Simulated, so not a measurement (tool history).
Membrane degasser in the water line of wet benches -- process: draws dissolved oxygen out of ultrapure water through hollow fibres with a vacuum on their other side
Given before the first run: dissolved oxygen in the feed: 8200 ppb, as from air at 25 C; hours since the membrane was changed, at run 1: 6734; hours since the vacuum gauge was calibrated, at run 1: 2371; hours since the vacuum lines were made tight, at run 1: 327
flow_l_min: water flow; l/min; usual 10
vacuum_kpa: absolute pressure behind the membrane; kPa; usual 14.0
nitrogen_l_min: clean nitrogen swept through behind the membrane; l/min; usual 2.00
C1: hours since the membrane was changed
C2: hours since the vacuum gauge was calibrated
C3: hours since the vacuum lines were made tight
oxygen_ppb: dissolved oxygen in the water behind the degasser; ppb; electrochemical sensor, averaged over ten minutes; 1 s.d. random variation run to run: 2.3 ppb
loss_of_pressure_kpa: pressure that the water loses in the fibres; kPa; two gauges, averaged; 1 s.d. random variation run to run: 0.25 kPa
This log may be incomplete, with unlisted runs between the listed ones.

run 1 hour=0.0 | flow_l_min=10 vacuum_kpa=14.0 nitrogen_l_min=2.00 | C1=6734 C2=2371 C3=327 | oxygen_ppb=231.5 loss_of_pressure_kpa=66.20
run 2 hour=103.7 | flow_l_min=10 vacuum_kpa=14.0 nitrogen_l_min=2.00 | C1=6838 C2=2474 C3=430 | oxygen_ppb=231.3 loss_of_pressure_kpa=66.49
run 3 hour=298.9 | flow_l_min=10 vacuum_kpa=13.1 nitrogen_l_min=2.00 | C1=7033 C2=2670 C3=626 | oxygen_ppb=220.1 loss_of_pressure_kpa=66.45
run 4 hour=437.3 | flow_l_min=10 vacuum_kpa=14.0 nitrogen_l_min=0.96 | C1=7171 C2=2808 C3=764 | oxygen_ppb=356.8 loss_of_pressure_kpa=66.26
run 5 hour=613.5 | flow_l_min=10 vacuum_kpa=14.0 nitrogen_l_min=0.96 | C1=7348 C2=2984 C3=940 | oxygen_ppb=354.5 loss_of_pressure_kpa=66.26
run 6 hour=843.6 | flow_l_min=10 vacuum_kpa=14.0 nitrogen_l_min=0.96 | C1=7578 C2=3214 C3=1170 | oxygen_ppb=356.6 loss_of_pressure_kpa=66.18
run 7 hour=1026.2 | flow_l_min=10 vacuum_kpa=14.0 nitrogen_l_min=0.96 | C1=7760 C2=3397 C3=1353 | oxygen_ppb=355.4 loss_of_pressure_kpa=66.09
run 8 hour=1197.0 | flow_l_min=10 vacuum_kpa=14.0 nitrogen_l_min=0.96 | C1=7931 C2=3568 C3=1524 | oxygen_ppb=357.0 loss_of_pressure_kpa=66.26
run 9 hour=1308.8 | flow_l_min=10 vacuum_kpa=13.4 nitrogen_l_min=2.00 | C1=8043 C2=3680 C3=1635 | oxygen_ppb=220.5 loss_of_pressure_kpa=65.63
run 10 hour=1519.9 | flow_l_min=10 vacuum_kpa=13.4 nitrogen_l_min=2.00 | C1=8254 C2=3891 C3=1847 | oxygen_ppb=223.0 loss_of_pressure_kpa=65.63
run 11 hour=1701.2 | flow_l_min=10 vacuum_kpa=13.4 nitrogen_l_min=2.00 | C1=8435 C2=4072 C3=2028 | oxygen_ppb=220.3 loss_of_pressure_kpa=65.43
run 12 hour=1801.8 | flow_l_min=14 vacuum_kpa=16.0 nitrogen_l_min=1.04 | C1=8536 C2=4173 C3=2128 | oxygen_ppb=541.6 loss_of_pressure_kpa=91.96
run 13 hour=1972.5 | flow_l_min=10 vacuum_kpa=24.0 nitrogen_l_min=0.89 | C1=8707 C2=4343 C3=2299 | oxygen_ppb=603.0 loss_of_pressure_kpa=64.92
run 14 hour=2092.2 | flow_l_min=10 vacuum_kpa=24.0 nitrogen_l_min=0.89 | C1=8826 C2=4463 C3=2419 | oxygen_ppb=600.8 loss_of_pressure_kpa=66.10
run 15 hour=2287.1 | flow_l_min=7 vacuum_kpa=8.7 nitrogen_l_min=2.45 | C1=9021 C2=4658 C3=2614 | oxygen_ppb=91.4 loss_of_pressure_kpa=45.99

Forecast run 16:
run 16 hour=2395.7 | flow_l_min=14 vacuum_kpa=14.0 nitrogen_l_min=2.00 | C1=9130 C2=4766 C3=2722 | oxygen_ppb=? loss_of_pressure_kpa=?

oxygen_ppb: 343.7 ppb
loss_of_pressure_kpa: 91.56 kPa
Were there no unlogged condition in the tool, this run, its random variation unchanged, would have produced oxygen_ppb 342.8 ppb, loss_of_pressure_kpa 93.11 kPa.

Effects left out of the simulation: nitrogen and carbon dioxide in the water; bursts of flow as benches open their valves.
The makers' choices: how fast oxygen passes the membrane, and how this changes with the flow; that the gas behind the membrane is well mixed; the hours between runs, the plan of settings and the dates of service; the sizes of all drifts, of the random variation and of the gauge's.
